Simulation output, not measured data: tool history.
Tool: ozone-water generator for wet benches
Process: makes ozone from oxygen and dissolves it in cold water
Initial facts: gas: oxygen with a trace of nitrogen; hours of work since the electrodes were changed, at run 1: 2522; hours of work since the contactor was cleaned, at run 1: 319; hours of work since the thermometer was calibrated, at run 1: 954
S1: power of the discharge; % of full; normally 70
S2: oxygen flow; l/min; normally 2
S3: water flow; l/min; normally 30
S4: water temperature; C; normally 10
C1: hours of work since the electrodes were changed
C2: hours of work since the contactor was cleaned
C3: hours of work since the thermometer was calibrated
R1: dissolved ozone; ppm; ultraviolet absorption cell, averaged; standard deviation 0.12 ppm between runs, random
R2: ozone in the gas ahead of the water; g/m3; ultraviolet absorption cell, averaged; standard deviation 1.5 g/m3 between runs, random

run	hour	S1	S2	S3	S4	C1	C2	C3	R1	R2
1	0	70	2	30	10	2522	319	954	11.1	270.4
2	134.8	70	1.65	30	10	2626	423	1058	10.6	303.6
3	265.8	70	1.2	30	10	2727	525	1160	9.7	374.7
4	438.4	70	1.2	30	10	2861	658	1293	9.7	376.9
5	543.2	70	1.32	30	10	2942	740	1375	10.1	350.7
6	679.2	70	1.32	30	10	3048	845	1480	9.9	353.8
7	768.9	70	2	30	10	3117	914	1549	11	266.1
8	887	70	2	30	10	3209	1006	1641	10.9	266.9
9	1069	70	2	30	10	3350	1147	1782	10.9	265
10	1144.2	70	2	30	10	3408	1205	1840	10.8	264.7
11	1242	70	2	30	10	3484	1281	1916	11	265.8
12	1342.5	70	2	30	10	3562	1359	1994	11	266.9
13	1508.6	70	2	30	10	3690	1488	2122	10.8	266.8
14	1588.5	70	2	30	10	3752	1549	2184	10.6	262.3
15	1748.7	70	2	30	10	3876	1674	2308	10.6	266.9
16	1838.9	70	2	30	10	3946	1743	2378	10.8	263.9
17	1986.6	70	2	20	10	4061	1858	2493	16.4	264.9
18	2096	70	3.25	39	7	4145	1943	2578	9.1	190.9
19	2272	70	1.45	19	14	4282	2079	2714	15.8	326.9
20	2452.5	98	1.82	39	5	4422	2219	2854	10.3	361.3
21	2558.8	70	2	30	15	4504	2301	2936	10.3	261.5
22	2637.5	70	2.36	19	10	4565	2362	2997	17.2	236.5
23	2799.5	100	2.36	19	10	4690	2488	3122	22.5	305.2
24	2984	100	1.54	19	15	4833	2631	3265	20.6	406.2
25	3101.2	100	2.6	45	15	4924	2721	3356	9.5	287.8
26	3228	100	2.6	45	15	5022	2820	3454	9.2	286.7
27	3366.5	70	2.84	35	10	5130	2927	3562	9.4	208.1
28	3492.6	40	1.17	42	10	5227	3025	3660	4.1	239.1
29	3616.3	97	3.32	30	11	5323	3120	3755	14.5	238.7
30	3754.8	97	1.02	30	12	5430	3228	3863	11.3	519.5
31	3915.5	97	1.02	30	12	5555	3352	3987	11.3	516.9
32	4021.2	50	2	36	10	5637	3434	4069	6.5	200.6
33	4114.2	79	1.84	30	10	5709	3506	4141	11.4	299
34	4201.1	79	1.84	30	10	5776	3573	4208	11.2	298.7

Here are 3 independent what-if runs from the current tool condition. What would each one return?
A	4284.9	79	1.33	38	7	5841	3638	4273	?	?
B	4284.9	88	1.84	30	10	5841	3638	4273	?	?
C	4284.9	43	1.84	34	10	5841	3638	4273	?	?

run	R1	R2
A	7.8	369.9
B	12	324.5
C	6.3	187.8
With no hidden state in the tool, these same runs would have given:
run	R1	R2
A	8.7	397.5
B	13.4	350.6
C	6.8	195.7
